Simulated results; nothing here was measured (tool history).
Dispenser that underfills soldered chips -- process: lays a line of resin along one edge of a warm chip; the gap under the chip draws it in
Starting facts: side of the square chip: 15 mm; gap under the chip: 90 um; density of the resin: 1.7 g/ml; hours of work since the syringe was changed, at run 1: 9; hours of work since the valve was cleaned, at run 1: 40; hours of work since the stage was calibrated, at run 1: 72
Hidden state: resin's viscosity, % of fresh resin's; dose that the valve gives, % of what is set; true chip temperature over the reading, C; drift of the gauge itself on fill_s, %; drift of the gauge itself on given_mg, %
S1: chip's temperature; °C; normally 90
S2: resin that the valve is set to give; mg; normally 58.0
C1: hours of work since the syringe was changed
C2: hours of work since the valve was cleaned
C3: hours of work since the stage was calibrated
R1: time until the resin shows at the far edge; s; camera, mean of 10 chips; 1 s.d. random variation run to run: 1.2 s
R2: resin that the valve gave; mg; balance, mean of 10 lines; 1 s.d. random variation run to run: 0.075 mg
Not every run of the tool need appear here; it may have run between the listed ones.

run	day	S1	S2	C1	C2	C3	R1	R2
1	0.000	90	58.0	9	40	72	248.9	56.94
# day 0.108: new syringe of resin
2	0.262	90	58.0	2	44	75	136.0	56.71
# day 0.433: dispensing valve cleaned and set on the balance
3	0.533	90	52.2	6	1	79	186.1	52.22
4	0.642	90	52.2	7	3	80	214.4	52.11
# day 0.871: new syringe of resin
5	0.908	90	58.0	1	7	84	118.4	57.83
6	1.042	90	58.0	3	9	86	140.8	57.71
7	1.154	90	58.0	4	11	88	163.8	57.65
8	1.283	90	58.0	6	12	90	192.1	57.60
9	1.442	90	58.0	9	15	92	235.2	57.69
# day 1.588: new syringe of resin
10	1.633	90	70.7	1	17	95	115.4	70.11
11	1.867	90	58.0	4	21	98	159.0	57.38
12	1.979	90	58.0	6	23	100	186.4	57.35
13	2.154	90	58.0	8	25	102	230.6	57.29
# day 2.312: new syringe of resin
14	2.354	90	58.0	1	28	105	114.2	57.13
15	2.467	90	56.2	2	30	107	136.0	55.44
16	2.733	90	56.2	6	34	111	190.4	55.33
17	2.888	90	56.2	9	36	113	230.9	55.11
# day 3.042: new syringe of resin
18	3.138	103	58.0	1	39	117	69.9	56.92
19	3.254	103	58.0	3	41	118	81.9	56.75
20	3.467	103	58.0	6	44	122	106.8	56.68
# day 3.621: dispensing valve cleaned and set on the balance
21	3.746	103	67.8	10	2	125	148.4	67.57
# day 3.804: new syringe of resin
22	3.954	104	61.4	2	5	128	71.3	61.21
23	4.100	104	61.4	4	7	130	86.8	61.21
24	4.362	98	59.3	8	11	134	157.8	58.77
25	4.504	87	57.7	10	13	136	313.9	57.39
# day 4.542: new syringe of resin
26	4.667	87	57.7	2	15	138	147.0	57.12
27	4.854	87	54.4	5	18	141	187.6	53.82
28	5.088	98	64.7	8	21	144	153.9	63.96
# day 5.275: new syringe of resin
29	5.275	98	64.7	0	24	147	74.5	63.99
30	5.529	77	73.9	4	28	151	278.3	72.81
31	5.692	92	73.9	6	30	153	167.3	72.70
32	5.846	82	55.3	8	32	156	334.1	54.26
# day 6.004: new syringe of resin
33	6.008	82	55.3	0	35	158	159.0	54.30
34	6.279	82	55.3	4	39	162	223.5	54.22
35	6.500	90	68.8	7	42	165	204.2	67.30
36	6.642	80	50.7	9	44	167	402.4	49.65

Below are 4 alternative next runs, each starting from the tool's condition after run 36. Predict each:
# day 6.729: new syringe of resin
# day 6.833: dispensing valve cleaned and set on the balance
A	6.892	87	59.1	2	1	170	?	?
# day 6.729: new syringe of resin
# day 6.833: dispensing valve cleaned and set on the balance
B	6.892	82	68.6	2	1	170	?	?
# day 6.729: new syringe of resin
# day 6.833: dispensing valve cleaned and set on the balance
C	6.892	96	54.4	2	1	170	?	?
# day 6.729: new syringe of resin
# day 6.833: dispensing valve cleaned and set on the balance
D	6.892	78	71.3	2	1	170	?	?

run	R1	R2
A	146.8	58.84
B	184.3	68.27
C	95.4	54.23
D	221.6	71.03
What these runs would have given with no unlogged condition in the tool:
run	R1	R2
A	130.1	59.08
B	163.4	68.55
C	84.4	54.45
D	196.6	71.33
